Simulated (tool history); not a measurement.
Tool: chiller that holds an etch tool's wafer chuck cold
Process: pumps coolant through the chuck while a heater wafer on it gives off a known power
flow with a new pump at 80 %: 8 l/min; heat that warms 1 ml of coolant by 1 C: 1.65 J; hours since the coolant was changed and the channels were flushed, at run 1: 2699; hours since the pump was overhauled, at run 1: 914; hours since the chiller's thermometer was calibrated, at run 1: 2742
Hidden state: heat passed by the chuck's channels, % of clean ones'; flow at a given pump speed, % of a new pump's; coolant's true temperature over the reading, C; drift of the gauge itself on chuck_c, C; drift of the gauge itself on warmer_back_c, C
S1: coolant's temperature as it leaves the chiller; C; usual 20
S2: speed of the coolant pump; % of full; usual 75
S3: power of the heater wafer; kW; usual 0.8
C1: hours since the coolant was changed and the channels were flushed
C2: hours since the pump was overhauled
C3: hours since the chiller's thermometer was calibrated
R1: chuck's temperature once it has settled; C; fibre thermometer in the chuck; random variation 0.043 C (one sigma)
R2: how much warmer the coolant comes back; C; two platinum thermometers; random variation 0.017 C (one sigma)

{"run": 1, "day": 0.0, "S1": 20, "S2": 75, "S3": 0.8, "C1": 2699, "C2": 914, "C3": 2742, "R1": 26.8, "R2": 3.93}
{"run": 2, "day": 0.738, "S1": 20, "S2": 75, "S3": 0.8, "C1": 2716, "C2": 932, "C3": 2760, "R1": 26.72, "R2": 3.96}
{"run": 3, "day": 1.604, "S1": 20, "S2": 64, "S3": 0.8, "C1": 2737, "C2": 953, "C3": 2781, "R1": 27.65, "R2": 4.65}
{"run": 4, "day": 2.829, "S1": 20, "S2": 64, "S3": 0.8, "C1": 2767, "C2": 982, "C3": 2810, "R1": 27.63, "R2": 4.63}
{"run": 5, "day": 4.183, "S1": 20, "S2": 75, "S3": 0.8, "C1": 2799, "C2": 1014, "C3": 2843, "R1": 26.73, "R2": 3.98}
{"run": 6, "day": 5.167, "S1": 20, "S2": 75, "S3": 0.8, "C1": 2823, "C2": 1038, "C3": 2866, "R1": 26.76, "R2": 3.93}
{"run": 7, "day": 6.2, "S1": 20, "S2": 75, "S3": 0.8, "C1": 2848, "C2": 1063, "C3": 2891, "R1": 26.74, "R2": 3.97}
{"run": 8, "day": 6.879, "S1": 23, "S2": 75, "S3": 0.8, "C1": 2864, "C2": 1079, "C3": 2907, "R1": 29.88, "R2": 3.99}
{"run": 9, "day": 7.792, "S1": 23, "S2": 75, "S3": 1.097, "C1": 2886, "C2": 1101, "C3": 2929, "R1": 32.43, "R2": 5.44}
{"day": 7.979, "done": "chiller's thermometer calibrated"}
{"run": 10, "day": 8.871, "S1": 23, "S2": 66, "S3": 1.097, "C1": 2911, "C2": 1126, "C3": 21, "R1": 33.11, "R2": 6.22}
{"run": 11, "day": 10.225, "S1": 20, "S2": 75, "S3": 1.011, "C1": 2943, "C2": 1158, "C3": 54, "R1": 28.41, "R2": 5.03}
{"run": 12, "day": 11.658, "S1": 20, "S2": 75, "S3": 1.011, "C1": 2978, "C2": 1193, "C3": 88, "R1": 28.38, "R2": 5.04}
{"run": 13, "day": 12.571, "S1": 20, "S2": 75, "S3": 0.8, "C1": 2999, "C2": 1215, "C3": 110, "R1": 26.52, "R2": 3.99}
{"run": 14, "day": 14.067, "S1": 20, "S2": 75, "S3": 0.8, "C1": 3035, "C2": 1251, "C3": 146, "R1": 26.53, "R2": 3.96}
{"day": 14.912, "done": "chiller's thermometer calibrated, once more"}
{"run": 15, "day": 15.325, "S1": 20, "S2": 75, "S3": 0.8, "C1": 3065, "C2": 1280, "C3": 10, "R1": 27.28, "R2": 3.99}
{"run": 16, "day": 16.458, "S1": 20, "S2": 75, "S3": 0.8, "C1": 3092, "C2": 1307, "C3": 37, "R1": 27.27, "R2": 3.99}
{"run": 17, "day": 17.212, "S1": 20, "S2": 75, "S3": 0.6, "C1": 3110, "C2": 1325, "C3": 55, "R1": 25.54, "R2": 2.98}
{"run": 18, "day": 18.058, "S1": 20, "S2": 75, "S3": 0.713, "C1": 3130, "C2": 1345, "C3": 75, "R1": 26.59, "R2": 3.57}
{"run": 19, "day": 18.912, "S1": 13, "S2": 75, "S3": 0.8, "C1": 3151, "C2": 1366, "C3": 96, "R1": 20.33, "R2": 3.99}
{"run": 20, "day": 20.158, "S1": 20, "S2": 64, "S3": 0.792, "C1": 3181, "C2": 1396, "C3": 126, "R1": 28.1, "R2": 4.62}
{"run": 21, "day": 21.162, "S1": 20, "S2": 64, "S3": 0.792, "C1": 3205, "C2": 1420, "C3": 150, "R1": 27.99, "R2": 4.63}
{"run": 22, "day": 22.654, "S1": 20, "S2": 92, "S3": 0.782, "C1": 3240, "C2": 1456, "C3": 186, "R1": 26.17, "R2": 3.17}
{"run": 23, "day": 23.646, "S1": 20, "S2": 92, "S3": 0.782, "C1": 3264, "C2": 1480, "C3": 210, "R1": 26.23, "R2": 3.19}
{"run": 24, "day": 24.596, "S1": 21, "S2": 80, "S3": 0.507, "C1": 3287, "C2": 1502, "C3": 232, "R1": 25.47, "R2": 2.36}
{"run": 25, "day": 25.746, "S1": 19, "S2": 94, "S3": 0.507, "C1": 3315, "C2": 1530, "C3": 260, "R1": 22.95, "R2": 2.03}
{"run": 26, "day": 26.554, "S1": 18, "S2": 72, "S3": 0.483, "C1": 3334, "C2": 1549, "C3": 279, "R1": 22.5, "R2": 2.5}
{"run": 27, "day": 27.196, "S1": 27, "S2": 62, "S3": 0.483, "C1": 3349, "C2": 1565, "C3": 295, "R1": 32.08, "R2": 2.91}
{"run": 28, "day": 28.283, "S1": 27, "S2": 62, "S3": 0.483, "C1": 3376, "C2": 1591, "C3": 321, "R1": 31.99, "R2": 2.95}
{"run": 29, "day": 29.412, "S1": 13, "S2": 75, "S3": 0.8, "C1": 3403, "C2": 1618, "C3": 348, "R1": 20.34, "R2": 3.96}
{"run": 30, "day": 30.15, "S1": 23, "S2": 77, "S3": 0.798, "C1": 3420, "C2": 1636, "C3": 366, "R1": 30.19, "R2": 3.85}
{"run": 31, "day": 31.417, "S1": 25, "S2": 79, "S3": 1.143, "C1": 3451, "C2": 1666, "C3": 396, "R1": 35.07, "R2": 5.43}
{"run": 32, "day": 32.521, "S1": 25, "S2": 79, "S3": 1.143, "C1": 3477, "C2": 1692, "C3": 423, "R1": 35.09, "R2": 5.45}

Measured less the same run without the tool's hidden state. The same run-to-run variation is in both; the gauge's scatter may not be:
run=1 R1=+0.1 R2=+0.07
run=2 R1=+0.1 R2=+0.08
run=3 R1=+0.14 R2=+0.09
run=4 R1=+0.15 R2=+0.09
run=5 R1=+0.11 R2=+0.08
run=6 R1=+0.1 R2=+0.08
run=7 R1=+0.11 R2=+0.09
run=8 R1=+0.11 R2=+0.08
run=9 R1=+0.3 R2=+0.11
run=10 R1=+0.08 R2=+0.13
run=11 R1=-0.01 R2=+0.11
run=12 R1=-0.01 R2=+0.12
run=13 R1=-0.14 R2=+0.09
run=14 R1=-0.14 R2=+0.09
run=15 R1=+0.6 R2=+0.09
run=16 R1=+0.59 R2=+0.09
run=17 R1=+0.47 R2=+0.08
run=18 R1=+0.54 R2=+0.09
run=19 R1=+0.6 R2=+0.1
run=20 R1=+0.65 R2=+0.11
run=21 R1=+0.66 R2=+0.12
run=22 R1=+0.54 R2=+0.08
run=23 R1=+0.54 R2=+0.09
run=24 R1=+0.39 R2=+0.07
run=25 R1=+0.36 R2=+0.06
run=26 R1=+0.4 R2=+0.07
run=27 R1=+0.43 R2=+0.08
run=28 R1=+0.43 R2=+0.08
run=29 R1=+0.62 R2=+0.11
run=30 R1=+0.62 R2=+0.11
run=31 R1=+0.86 R2=+0.16
run=32 R1=+0.87 R2=+0.16
